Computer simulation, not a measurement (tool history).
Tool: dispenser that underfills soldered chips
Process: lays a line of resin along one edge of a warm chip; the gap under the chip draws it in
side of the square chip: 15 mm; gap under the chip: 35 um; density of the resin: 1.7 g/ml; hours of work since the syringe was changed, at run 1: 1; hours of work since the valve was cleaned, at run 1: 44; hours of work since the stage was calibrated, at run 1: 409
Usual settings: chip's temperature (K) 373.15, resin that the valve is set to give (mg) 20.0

| run | hour | chip's temperature (K) | resin that the valve is set to give (mg) | hours of work since the syringe was changed | hours of work since the valve was cleaned | hours of work since the stage was calibrated | time until the resin shows at the far edge (s) | resin that the valve gave (mg) |
|---|---|---|---|---|---|---|---|---|
| 1 | 0.0 | 373.15 | 20.0 | 1 | 44 | 409 | 426.3 | 19.14 |
| 2 | 8.3 | 373.15 | 20.0 | 7 | 51 | 416 | 669.8 | 19.03 |
|  | 13.2 | new syringe of resin |
|  | 15.6 | dispensing valve cleaned and set on the balance |
| 3 | 20.4 | 373.15 | 20.0 | 5 | 4 | 424 | 550.2 | 20.07 |
|  | 28.2 | new syringe of resin |
| 4 | 29.6 | 373.15 | 20.0 | 1 | 11 | 431 | 438.4 | 19.72 |
| 5 | 36.1 | 373.15 | 20.0 | 6 | 16 | 436 | 619.8 | 19.75 |
|  | 42.4 | new syringe of resin |
| 6 | 50.3 | 373.15 | 18.5 | 6 | 27 | 447 | 626.2 | 18.05 |
|  | 56.0 | new syringe of resin |
| 7 | 64.8 | 373.15 | 18.3 | 7 | 37 | 458 | 660.0 | 17.59 |
|  | 70.1 | new syringe of resin |
| 8 | 74.2 | 373.15 | 18.3 | 3 | 45 | 465 | 511.5 | 17.45 |
|  | 83.9 | new syringe of resin |
| 9 | 84.6 | 373.15 | 18.3 | 1 | 52 | 473 | 440.7 | 17.35 |
|  | 89.5 | dispensing valve cleaned and set on the balance |
|  | 99.0 | new syringe of resin |
| 10 | 99.5 | 373.15 | 18.3 | 0 | 7 | 484 | 427.1 | 18.21 |
|  | 113.0 | new syringe of resin |
| 11 | 114.7 | 373.15 | 18.3 | 1 | 19 | 495 | 457.7 | 18.09 |
| 12 | 123.6 | 375.15 | 18.3 | 8 | 26 | 502 | 690.7 | 17.80 |
|  | 127.0 | new syringe of resin |
| 13 | 130.5 | 375.15 | 18.3 | 3 | 31 | 507 | 488.3 | 17.66 |
|  | 141.1 | new syringe of resin |
| 14 | 141.6 | 375.15 | 18.3 | 0 | 39 | 516 | 397.9 | 17.62 |
| 15 | 151.5 | 375.15 | 18.3 | 8 | 47 | 523 | 680.5 | 17.39 |
|  | 155.4 | new syringe of resin |
| 16 | 159.6 | 375.15 | 18.3 | 3 | 53 | 529 | 512.6 | 17.25 |
|  | 163.4 | dispensing valve cleaned and set on the balance |
|  | 169.9 | new syringe of resin |
| 17 | 169.9 | 375.15 | 18.8 | 0 | 5 | 536 | 400.1 | 18.74 |
|  | 183.7 | new syringe of resin |
| 18 | 183.8 | 377.15 | 19.3 | 0 | 15 | 547 | 376.1 | 19.11 |
|  | 197.4 | new syringe of resin |
| 19 | 197.9 | 377.15 | 19.3 | 0 | 26 | 558 | 390.3 | 18.87 |
| 20 | 210.2 | 369.15 | 18.6 | 10 | 36 | 567 | 929.7 | 18.10 |
|  | 211.5 | new syringe of resin |
| 21 | 222.8 | 387.15 | 20.0 | 9 | 45 | 577 | 526.1 | 19.12 |
|  | 225.3 | new syringe of resin |
| 22 | 229.4 | 387.15 | 20.0 | 3 | 50 | 582 | 365.3 | 19.11 |
|  | 236.8 | dispensing valve cleaned and set on the balance |
| 23 | 238.5 | 385.15 | 19.7 | 9 | 1 | 588 | 573.2 | 19.66 |
|  | 240.7 | new syringe of resin |
| 24 | 246.1 | 385.15 | 19.7 | 4 | 7 | 594 | 400.0 | 19.64 |
|  | 254.8 | new syringe of resin |
| 25 | 254.8 | 373.15 | 25.8 | 0 | 14 | 600 | 413.0 | 25.35 |

The next listed run, before its measurement:
| 26 | 263.0 | 373.15 | 25.8 | 6 | 20 | 606 | ? | ? |

Run 26 gave time until the resin shows at the far edge (s) 642.6, resin that the valve gave (mg) 25.38.
Without the tool's hidden state the same run would have given time until the resin shows at the far edge (s) 368.2, resin that the valve gave (mg) 25.82.

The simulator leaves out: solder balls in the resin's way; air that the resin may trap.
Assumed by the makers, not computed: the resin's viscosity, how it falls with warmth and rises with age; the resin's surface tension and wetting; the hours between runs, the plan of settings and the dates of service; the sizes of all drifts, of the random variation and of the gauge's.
